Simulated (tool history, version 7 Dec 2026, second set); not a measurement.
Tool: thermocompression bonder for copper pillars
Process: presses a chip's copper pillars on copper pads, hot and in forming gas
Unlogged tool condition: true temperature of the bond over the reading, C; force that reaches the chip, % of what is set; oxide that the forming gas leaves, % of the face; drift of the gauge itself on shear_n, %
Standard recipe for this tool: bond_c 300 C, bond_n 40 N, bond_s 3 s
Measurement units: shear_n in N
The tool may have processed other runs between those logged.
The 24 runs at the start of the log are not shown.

run,hour,bond_c,bond_n,bond_s,hours of work since the heater was calibrated,hours of work since the force cell was calibrated,hours of work since the gas filter was changed,shear_n
25,1196.9,315,40,2,597,1686,101,78.8
26,1257.1,315,43,3,627,1717,131,90.4
# hour 1310.2: force cell calibrated
27,1317.8,315,43,3,656,4,160,88.8
28,1356.8,315,43,3,676,23,180,87.5
29,1411.9,300,41,3,704,51,208,70.5
30,1450.1,278,32,5,723,70,227,54.1
31,1491.8,278,32,5,744,91,248,53.2
32,1544.2,316,40,2,770,117,274,73
33,1613.5,305,40,8,805,152,309,94.1
34,1657.2,276,43,7,827,174,331,67.9
35,1691.4,282,40,6,844,191,348,68
36,1753.9,282,40,6,875,223,379,67.2
37,1799.5,319,42,6,898,245,402,96.5
# hour 1819.3: forming gas filter changed
38,1852.4,319,42,6,924,272,17,106.3
39,1915.2,300,40,4,956,303,48,78.3

What if the next run were any one of these 5? Each begins from the tool's condition after run 39:
A,1961.3,300,36,3,979,326,71,?
B,1961.3,322,31,2,979,326,71,?
C,1961.3,300,27,4,979,326,71,?
D,1961.3,318,30,4,979,326,71,?
E,1961.3,287,25,4,979,326,71,?

run,shear_n
A,68.2
B,71
C,63
D,82.7
E,49
Without the tool's hidden state the same runs would have given:
run,shear_n
A,71.4
B,74.1
C,66
D,86
E,51.7

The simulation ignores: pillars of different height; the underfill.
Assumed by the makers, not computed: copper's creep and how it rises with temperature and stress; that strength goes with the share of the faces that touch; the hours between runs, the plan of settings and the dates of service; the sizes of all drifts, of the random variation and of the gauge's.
